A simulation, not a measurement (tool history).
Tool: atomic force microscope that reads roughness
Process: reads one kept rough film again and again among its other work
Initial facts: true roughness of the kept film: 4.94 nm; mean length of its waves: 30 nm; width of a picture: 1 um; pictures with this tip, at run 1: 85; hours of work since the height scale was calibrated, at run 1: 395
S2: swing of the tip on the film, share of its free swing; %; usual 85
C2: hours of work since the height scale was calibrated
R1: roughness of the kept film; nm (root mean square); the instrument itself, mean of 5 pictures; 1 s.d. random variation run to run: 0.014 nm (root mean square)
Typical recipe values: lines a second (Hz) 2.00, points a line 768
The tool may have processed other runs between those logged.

{"run": 1, "hour": 0.0, "lines a second (Hz)": 2.0, "S2": 85, "points a line": 768, "pictures with this tip": 85, "C2": 395, "R1": 2.591}
{"run": 2, "hour": 26.4, "lines a second (Hz)": 2.0, "S2": 77, "points a line": 768, "pictures with this tip": 110, "C2": 411, "R1": 2.601}
{"hour": 65.9, "done": "new tip fitted"}
{"run": 3, "hour": 68.8, "lines a second (Hz)": 2.0, "S2": 77, "points a line": 768, "pictures with this tip": 2, "C2": 435, "R1": 3.463}
{"run": 4, "hour": 102.6, "lines a second (Hz)": 2.0, "S2": 77, "points a line": 768, "pictures with this tip": 34, "C2": 454, "R1": 3.138}
{"run": 5, "hour": 140.6, "lines a second (Hz)": 2.0, "S2": 77, "points a line": 768, "pictures with this tip": 69, "C2": 477, "R1": 2.907}
{"run": 6, "hour": 187.6, "lines a second (Hz)": 2.0, "S2": 77, "points a line": 768, "pictures with this tip": 113, "C2": 504, "R1": 2.586}
{"run": 7, "hour": 217.2, "lines a second (Hz)": 2.0, "S2": 77, "points a line": 768, "pictures with this tip": 140, "C2": 521, "R1": 2.441}
{"hour": 225.5, "done": "new tip fitted"}
{"run": 8, "hour": 242.0, "lines a second (Hz)": 2.0, "S2": 65, "points a line": 768, "pictures with this tip": 16, "C2": 535, "R1": 3.551}
{"run": 9, "hour": 290.9, "lines a second (Hz)": 2.0, "S2": 66, "points a line": 768, "pictures with this tip": 61, "C2": 563, "R1": 3.129}
{"run": 10, "hour": 339.7, "lines a second (Hz)": 2.0, "S2": 66, "points a line": 768, "pictures with this tip": 106, "C2": 592, "R1": 2.849}
{"run": 11, "hour": 368.2, "lines a second (Hz)": 2.0, "S2": 66, "points a line": 768, "pictures with this tip": 133, "C2": 608, "R1": 2.647}
{"hour": 384.6, "done": "new tip fitted"}
{"run": 12, "hour": 404.7, "lines a second (Hz)": 2.0, "S2": 66, "points a line": 768, "pictures with this tip": 19, "C2": 629, "R1": 3.502}
{"run": 13, "hour": 453.2, "lines a second (Hz)": 2.0, "S2": 85, "points a line": 768, "pictures with this tip": 64, "C2": 657, "R1": 2.726}
{"run": 14, "hour": 486.2, "lines a second (Hz)": 2.0, "S2": 85, "points a line": 287, "pictures with this tip": 94, "C2": 676, "R1": 2.511}
{"run": 15, "hour": 512.7, "lines a second (Hz)": 2.0, "S2": 59, "points a line": 287, "pictures with this tip": 119, "C2": 692, "R1": 2.775}
{"hour": 542.9, "done": "new tip fitted"}
{"run": 16, "hour": 558.8, "lines a second (Hz)": 2.0, "S2": 56, "points a line": 768, "pictures with this tip": 14, "C2": 718, "R1": 3.723}
{"run": 17, "hour": 583.6, "lines a second (Hz)": 2.0, "S2": 85, "points a line": 537, "pictures with this tip": 37, "C2": 733, "R1": 2.967}
{"run": 18, "hour": 631.5, "lines a second (Hz)": 1.29, "S2": 85, "points a line": 537, "pictures with this tip": 82, "C2": 760, "R1": 2.811}
{"run": 19, "hour": 667.3, "lines a second (Hz)": 1.51, "S2": 77, "points a line": 910, "pictures with this tip": 115, "C2": 781, "R1": 2.69}
{"hour": 703.5, "done": "new tip fitted"}
{"run": 20, "hour": 711.3, "lines a second (Hz)": 1.51, "S2": 77, "points a line": 910, "pictures with this tip": 7, "C2": 806, "R1": 3.489}
{"run": 21, "hour": 759.9, "lines a second (Hz)": 0.62, "S2": 77, "points a line": 910, "pictures with this tip": 52, "C2": 835, "R1": 3.231}
{"run": 22, "hour": 796.7, "lines a second (Hz)": 0.59, "S2": 74, "points a line": 292, "pictures with this tip": 86, "C2": 856, "R1": 2.959}
{"run": 23, "hour": 821.3, "lines a second (Hz)": 2.0, "S2": 85, "points a line": 822, "pictures with this tip": 109, "C2": 870, "R1": 2.418}
{"hour": 862.9, "done": "new tip fitted"}
{"run": 24, "hour": 862.9, "lines a second (Hz)": 2.0, "S2": 85, "points a line": 822, "pictures with this tip": 0, "C2": 894, "R1": 3.288}
{"run": 25, "hour": 889.2, "lines a second (Hz)": 0.8, "S2": 85, "points a line": 402, "pictures with this tip": 25, "C2": 909, "R1": 3.395}
{"run": 26, "hour": 917.3, "lines a second (Hz)": 0.8, "S2": 85, "points a line": 402, "pictures with this tip": 51, "C2": 926, "R1": 3.187}
{"run": 27, "hour": 971.8, "lines a second (Hz)": 2.0, "S2": 57, "points a line": 768, "pictures with this tip": 101, "C2": 957, "R1": 2.935}
{"run": 28, "hour": 996.1, "lines a second (Hz)": 2.0, "S2": 85, "points a line": 990, "pictures with this tip": 124, "C2": 971, "R1": 2.357}
{"hour": 1021.8, "done": "new tip fitted"}
{"run": 29, "hour": 1036.9, "lines a second (Hz)": 3.07, "S2": 58, "points a line": 628, "pictures with this tip": 14, "C2": 995, "R1": 3.576}
{"run": 30, "hour": 1075.8, "lines a second (Hz)": 2.0, "S2": 83, "points a line": 768, "pictures with this tip": 50, "C2": 1017, "R1": 2.868}
{"run": 31, "hour": 1108.2, "lines a second (Hz)": 2.0, "S2": 83, "points a line": 734, "pictures with this tip": 80, "C2": 1036, "R1": 2.655}
{"run": 32, "hour": 1153.1, "lines a second (Hz)": 2.0, "S2": 83, "points a line": 734, "pictures with this tip": 122, "C2": 1062, "R1": 2.413}
{"hour": 1182.8, "done": "new tip fitted"}
{"run": 33, "hour": 1186.4, "lines a second (Hz)": 0.62, "S2": 85, "points a line": 366, "pictures with this tip": 3, "C2": 1081, "R1": 3.649}
{"run": 34, "hour": 1209.6, "lines a second (Hz)": 2.55, "S2": 73, "points a line": 735, "pictures with this tip": 25, "C2": 1095, "R1": 3.165}
{"run": 35, "hour": 1263.5, "lines a second (Hz)": 2.55, "S2": 73, "points a line": 735, "pictures with this tip": 75, "C2": 1126, "R1": 2.781}
{"run": 36, "hour": 1310.6, "lines a second (Hz)": 2.0, "S2": 85, "points a line": 675, "pictures with this tip": 119, "C2": 1153, "R1": 2.391}

Branching from run 36: 3 alternative next runs. What would each branch give?
{"hour": 1340.3, "done": "new tip fitted"}
{"run": "A", "hour": 1355.8, "lines a second (Hz)": 1.54, "S2": 85, "points a line": 768, "pictures with this tip": 14, "C2": 1179, "R1": "?"}
{"hour": 1340.3, "done": "new tip fitted"}
{"run": "B", "hour": 1355.8, "lines a second (Hz)": 0.96, "S2": 85, "points a line": 864, "pictures with this tip": 14, "C2": 1179, "R1": "?"}
{"hour": 1340.3, "done": "new tip fitted"}
{"run": "C", "hour": 1355.8, "lines a second (Hz)": 2.0, "S2": 85, "points a line": 430, "pictures with this tip": 14, "C2": 1179, "R1": "?"}

run=A R1=3.272
run=B R1=3.458
run=C R1=3.105
Stripped of hidden state, with their random variation kept, the same runs would have yielded:
run=A R1=3.440
run=B R1=3.636
run=C R1=3.265

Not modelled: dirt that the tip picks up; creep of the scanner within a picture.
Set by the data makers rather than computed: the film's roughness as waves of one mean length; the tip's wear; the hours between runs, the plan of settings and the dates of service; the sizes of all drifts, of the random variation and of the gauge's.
